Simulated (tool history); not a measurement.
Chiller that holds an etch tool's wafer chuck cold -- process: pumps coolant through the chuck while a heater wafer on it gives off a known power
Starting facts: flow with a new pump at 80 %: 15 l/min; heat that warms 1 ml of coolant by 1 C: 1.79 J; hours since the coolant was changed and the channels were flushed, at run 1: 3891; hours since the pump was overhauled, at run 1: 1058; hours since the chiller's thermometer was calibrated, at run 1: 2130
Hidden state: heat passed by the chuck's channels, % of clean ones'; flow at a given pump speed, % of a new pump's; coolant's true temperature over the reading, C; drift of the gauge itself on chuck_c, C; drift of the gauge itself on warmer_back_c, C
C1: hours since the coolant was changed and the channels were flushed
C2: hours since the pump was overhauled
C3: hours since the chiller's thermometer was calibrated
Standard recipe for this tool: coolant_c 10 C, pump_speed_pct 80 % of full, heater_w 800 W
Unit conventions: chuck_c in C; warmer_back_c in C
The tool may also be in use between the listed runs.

{"run": 1, "hour": 0.0, "coolant_c": 10, "pump_speed_pct": 80, "heater_w": 800, "C1": 3891, "C2": 1058, "C3": 2130, "chuck_c": 15.5, "warmer_back_c": 1.79}
{"run": 2, "hour": 32.7, "coolant_c": 10, "pump_speed_pct": 80, "heater_w": 800, "C1": 3924, "C2": 1091, "C3": 2162, "chuck_c": 15.4, "warmer_back_c": 1.74}
{"run": 3, "hour": 58.5, "coolant_c": 10, "pump_speed_pct": 80, "heater_w": 800, "C1": 3950, "C2": 1117, "C3": 2188, "chuck_c": 15.6, "warmer_back_c": 1.8}
{"run": 4, "hour": 96.3, "coolant_c": 10, "pump_speed_pct": 90, "heater_w": 800, "C1": 3988, "C2": 1155, "C3": 2226, "chuck_c": 15, "warmer_back_c": 1.57}
{"run": 5, "hour": 141.2, "coolant_c": 10, "pump_speed_pct": 90, "heater_w": 800, "C1": 4033, "C2": 1199, "C3": 2271, "chuck_c": 15, "warmer_back_c": 1.61}
{"run": 6, "hour": 171.7, "coolant_c": 10, "pump_speed_pct": 90, "heater_w": 547, "C1": 4063, "C2": 1230, "C3": 2301, "chuck_c": 13.6, "warmer_back_c": 1.12}
{"run": 7, "hour": 202.3, "coolant_c": 10, "pump_speed_pct": 90, "heater_w": 547, "C1": 4094, "C2": 1261, "C3": 2332, "chuck_c": 13.3, "warmer_back_c": 1.14}
{"run": 8, "hour": 233.6, "coolant_c": 18, "pump_speed_pct": 80, "heater_w": 800, "C1": 4125, "C2": 1292, "C3": 2363, "chuck_c": 23.6, "warmer_back_c": 1.82}
{"run": 9, "hour": 284.7, "coolant_c": 18, "pump_speed_pct": 80, "heater_w": 800, "C1": 4176, "C2": 1343, "C3": 2414, "chuck_c": 23.4, "warmer_back_c": 1.82}
{"run": 10, "hour": 310.5, "coolant_c": 18, "pump_speed_pct": 80, "heater_w": 800, "C1": 4202, "C2": 1369, "C3": 2440, "chuck_c": 23.5, "warmer_back_c": 1.92}
{"run": 11, "hour": 350.6, "coolant_c": 9, "pump_speed_pct": 80, "heater_w": 800, "C1": 4242, "C2": 1409, "C3": 2480, "chuck_c": 14.5, "warmer_back_c": 1.86}
{"run": 12, "hour": 411.9, "coolant_c": 10, "pump_speed_pct": 80, "heater_w": 1085, "C1": 4303, "C2": 1470, "C3": 2541, "chuck_c": 17.5, "warmer_back_c": 2.55}
{"run": 13, "hour": 447.1, "coolant_c": 10, "pump_speed_pct": 80, "heater_w": 1085, "C1": 4339, "C2": 1505, "C3": 2577, "chuck_c": 17.4, "warmer_back_c": 2.56}
{"run": 14, "hour": 498.3, "coolant_c": 10, "pump_speed_pct": 80, "heater_w": 1085, "C1": 4390, "C2": 1557, "C3": 2628, "chuck_c": 17.5, "warmer_back_c": 2.55}
{"run": 15, "hour": 544.6, "coolant_c": 10, "pump_speed_pct": 71, "heater_w": 660, "C1": 4436, "C2": 1603, "C3": 2674, "chuck_c": 15, "warmer_back_c": 1.81}
{"run": 16, "hour": 585.1, "coolant_c": 10, "pump_speed_pct": 71, "heater_w": 660, "C1": 4476, "C2": 1643, "C3": 2715, "chuck_c": 15, "warmer_back_c": 1.81}
{"run": 17, "hour": 627.7, "coolant_c": 12, "pump_speed_pct": 72, "heater_w": 419, "C1": 4519, "C2": 1686, "C3": 2757, "chuck_c": 15.1, "warmer_back_c": 1.21}
{"run": 18, "hour": 682.0, "coolant_c": 15, "pump_speed_pct": 84, "heater_w": 1130, "C1": 4573, "C2": 1740, "C3": 2812, "chuck_c": 22.4, "warmer_back_c": 2.58}
{"run": 19, "hour": 715.1, "coolant_c": 12, "pump_speed_pct": 93, "heater_w": 532, "C1": 4607, "C2": 1773, "C3": 2845, "chuck_c": 15.2, "warmer_back_c": 1.18}
{"hour": 762.2, "done": "chiller's thermometer calibrated"}
{"run": 20, "hour": 777.3, "coolant_c": 12, "pump_speed_pct": 93, "heater_w": 532, "C1": 4668, "C2": 1835, "C3": 15, "chuck_c": 15.1, "warmer_back_c": 1.22}

Run 21 comes next. What will it give?
{"run": 21, "hour": 833.2, "coolant_c": 15, "pump_speed_pct": 88, "heater_w": 468, "C1": 4724, "C2": 1891, "C3": 71, "chuck_c": "?", "warmer_back_c": "?"}

chuck_c: 18.1 C
warmer_back_c: 1.13 C
Minus the tool's unlogged condition, the same run would have read chuck_c 18.1 C, warmer_back_c 0.94 C.
